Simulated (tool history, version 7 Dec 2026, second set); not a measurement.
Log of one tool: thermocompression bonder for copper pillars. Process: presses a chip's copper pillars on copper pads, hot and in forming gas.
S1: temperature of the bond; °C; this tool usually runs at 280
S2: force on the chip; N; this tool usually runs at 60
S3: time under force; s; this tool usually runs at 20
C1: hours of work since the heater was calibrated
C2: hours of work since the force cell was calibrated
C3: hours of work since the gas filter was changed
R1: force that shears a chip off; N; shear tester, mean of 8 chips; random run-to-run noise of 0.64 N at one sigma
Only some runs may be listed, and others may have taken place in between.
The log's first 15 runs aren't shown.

{"run": 16, "hour": 507.3, "S1": 280, "S2": 60, "S3": 20, "C1": 117, "C2": 628, "C3": 118, "R1": 38.8}
{"run": 17, "hour": 545.5, "S1": 280, "S2": 60, "S3": 20, "C1": 141, "C2": 652, "C3": 142, "R1": 40.1}
{"run": 18, "hour": 591.1, "S1": 280, "S2": 60, "S3": 20, "C1": 169, "C2": 680, "C3": 170, "R1": 38.6}
{"run": 19, "hour": 618.6, "S1": 280, "S2": 60, "S3": 20, "C1": 186, "C2": 697, "C3": 187, "R1": 38}
{"run": 20, "hour": 664.0, "S1": 280, "S2": 60, "S3": 20, "C1": 214, "C2": 725, "C3": 215, "R1": 39.6}
{"run": 21, "hour": 691.4, "S1": 280, "S2": 60, "S3": 20, "C1": 231, "C2": 742, "C3": 232, "R1": 37.2}
{"run": 22, "hour": 720.9, "S1": 280, "S2": 60, "S3": 20, "C1": 249, "C2": 760, "C3": 250, "R1": 37.2}
{"run": 23, "hour": 746.3, "S1": 280, "S2": 60, "S3": 20, "C1": 265, "C2": 776, "C3": 266, "R1": 38.2}
{"hour": 764.8, "done": "forming gas filter changed"}
{"run": 24, "hour": 788.4, "S1": 280, "S2": 56, "S3": 48, "C1": 290, "C2": 802, "C3": 15, "R1": 51.1}
{"run": 25, "hour": 836.6, "S1": 280, "S2": 56, "S3": 48, "C1": 320, "C2": 832, "C3": 44, "R1": 49.1}
{"run": 26, "hour": 882.4, "S1": 287, "S2": 60, "S3": 16, "C1": 349, "C2": 860, "C3": 73, "R1": 39.5}
{"run": 27, "hour": 911.6, "S1": 287, "S2": 60, "S3": 16, "C1": 367, "C2": 878, "C3": 91, "R1": 40.1}
{"run": 28, "hour": 940.0, "S1": 258, "S2": 85, "S3": 33, "C1": 384, "C2": 896, "C3": 108, "R1": 45.8}
{"run": 29, "hour": 979.0, "S1": 261, "S2": 37, "S3": 34, "C1": 408, "C2": 920, "C3": 132, "R1": 19.8}
{"run": 30, "hour": 1005.5, "S1": 305, "S2": 66, "S3": 14, "C1": 425, "C2": 936, "C3": 149, "R1": 52.4}
{"run": 31, "hour": 1027.9, "S1": 298, "S2": 78, "S3": 10, "C1": 438, "C2": 950, "C3": 163, "R1": 50.2}
{"run": 32, "hour": 1065.1, "S1": 298, "S2": 78, "S3": 10, "C1": 461, "C2": 973, "C3": 186, "R1": 50.6}
{"run": 33, "hour": 1108.7, "S1": 298, "S2": 81, "S3": 22, "C1": 488, "C2": 1000, "C3": 213, "R1": 62.6}
{"run": 34, "hour": 1145.5, "S1": 268, "S2": 60, "S3": 20, "C1": 511, "C2": 1023, "C3": 235, "R1": 31.1}
{"run": 35, "hour": 1173.6, "S1": 284, "S2": 48, "S3": 20, "C1": 529, "C2": 1040, "C3": 253, "R1": 31.5}
{"hour": 1212.7, "done": "forming gas filter changed"}
{"run": 36, "hour": 1213.9, "S1": 284, "S2": 48, "S3": 20, "C1": 553, "C2": 1064, "C3": 1, "R1": 32.1}
{"run": 37, "hour": 1255.6, "S1": 273, "S2": 45, "S3": 32, "C1": 579, "C2": 1090, "C3": 26, "R1": 29.8}
{"run": 38, "hour": 1291.0, "S1": 291, "S2": 72, "S3": 17, "C1": 601, "C2": 1112, "C3": 48, "R1": 50.1}

Expected results for the next run?
{"run": 39, "hour": 1327.5, "S1": 291, "S2": 72, "S3": 17, "C1": 623, "C2": 1135, "C3": 71, "R1": "?"}

{"run 39": {"R1": 49.7}}
With the hidden condition absent and the run-to-run variation left alone, this run would have shown R1 51.7 N.
